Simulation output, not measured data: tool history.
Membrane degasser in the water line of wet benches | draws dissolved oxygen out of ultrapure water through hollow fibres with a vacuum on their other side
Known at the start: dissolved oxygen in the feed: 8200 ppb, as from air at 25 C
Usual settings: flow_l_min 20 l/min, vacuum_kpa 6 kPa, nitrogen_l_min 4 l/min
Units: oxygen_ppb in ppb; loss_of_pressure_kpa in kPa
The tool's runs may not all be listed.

| run | day | flow_l_min | vacuum_kpa | nitrogen_l_min | oxygen_ppb | loss_of_pressure_kpa |
|---|---|---|---|---|---|---|
| 1 | 0 | 20 | 6 | 4 | 395.2 | 41.74 |
| 2 | 4.379 | 20 | 6 | 4 | 394.1 | 41.42 |
| 3 | 6.596 | 20 | 6 | 4 | 397 | 41.55 |
| 4 | 9.646 | 20 | 6 | 4 | 401 | 41.81 |
| 5 | 13.996 | 20 | 6 | 4 | 411.6 | 41.81 |
| 6 | 17.992 | 20 | 6 | 4 | 405.3 | 42.06 |
| 7 | 22.392 | 20 | 6 | 4 | 404.2 | 41.88 |
| 8 | 26.829 | 20 | 3.88 | 4 | 378.1 | 42.2 |
| 9 | 30.958 | 20 | 3.88 | 4 | 388.2 | 42.22 |
| 10 | 33.317 | 20 | 13.32 | 4 | 489 | 42.27 |
| 11 | 36.454 | 20 | 6 | 4.95 | 398.6 | 42.01 |
| 12 | 39.838 | 20 | 10.79 | 4.95 | 447.2 | 42.11 |
| 13 | 44.038 | 20 | 10.79 | 4.95 | 450.6 | 42.39 |
| 14 | 48.662 | 20 | 9.55 | 4 | 450.7 | 42.08 |
| 15 | 51.167 | 20 | 6 | 4 | 406.5 | 42.39 |
| 16 | 54.1 | 20 | 6 | 4 | 410.6 | 42.35 |
| 17 | 58.688 | 29 | 6 | 4 | 865.4 | 61.33 |
| 18 | 62.512 | 29 | 6 | 4 | 860.4 | 61.31 |
| 19 | 67.446 | 15 | 12.97 | 7.8 | 228.5 | 32.04 |
| 20 | 71.879 | 15 | 12.97 | 7.8 | 227.8 | 32.04 |
| 21 | 74.083 | 31 | 10.65 | 8.98 | 991.4 | 66.08 |
| 22 | 77.075 | 14 | 5.08 | 10.04 | 156.7 | 30.1 |
| 23 | 80.3 | 14 | 6 | 1.99 | 197.1 | 29.73 |
|  | 80.55 | vacuum gauge calibrated |
| 24 | 82.696 | 28 | 7.42 | 3.81 | 850 | 59.86 |
| 25 | 85.367 | 28 | 7.42 | 3.81 | 853.3 | 59.92 |
| 26 | 87.517 | 28 | 7.42 | 3.81 | 859.2 | 59.85 |
|  | 92.292 | vacuum gauge calibrated, once more |
| 27 | 92.404 | 19 | 9.21 | 3.11 | 431.8 | 40.58 |
| 28 | 96.833 | 19 | 9.21 | 3.11 | 431.8 | 40.68 |
| 29 | 101.312 | 17 | 9.21 | 3.11 | 340.3 | 36.45 |
| 30 | 106.45 | 17 | 9.21 | 3.11 | 342.8 | 36.73 |
| 31 | 109.938 | 17 | 9.21 | 3.11 | 345 | 36.63 |
| 32 | 113.208 | 17 | 9.21 | 3.11 | 353.6 | 36.55 |
| 33 | 118.158 | 20 | 6 | 11.87 | 419.8 | 43.31 |

Some steps in oxygen_ppb between neighbouring runs. How much of each would the tool show without its hidden state too (settings, what came in, random variation), and how much is left for the hidden state, with any gauge scatter that isn't in both results?
The hidden state here: membrane still open, %; true pressure behind the membrane over the reading, kPa; air that leaks in behind the membrane, l/min; drift of the gauge itself on oxygen_ppb, %; drift of the gauge itself on loss_of_pressure_kpa, %.
Run 20 -> 21: flow_l_min 15 -> 31, vacuum_kpa 12.97 -> 10.65, nitrogen_l_min 7.8 -> 8.98. oxygen_ppb +763.6 ppb: hidden state +93.1, all else +670.5.
Run 21 -> 22: flow_l_min 31 -> 14, vacuum_kpa 10.65 -> 5.08, nitrogen_l_min 8.98 -> 10.04. oxygen_ppb -834.7 ppb: hidden state -98.7, all else -736.
Run 23 -> 24: flow_l_min 14 -> 28, vacuum_kpa 6 -> 7.42, nitrogen_l_min 1.99 -> 3.81, vacuum gauge calibrated. oxygen_ppb +652.9 ppb: hidden state +88.4, all else +564.5.
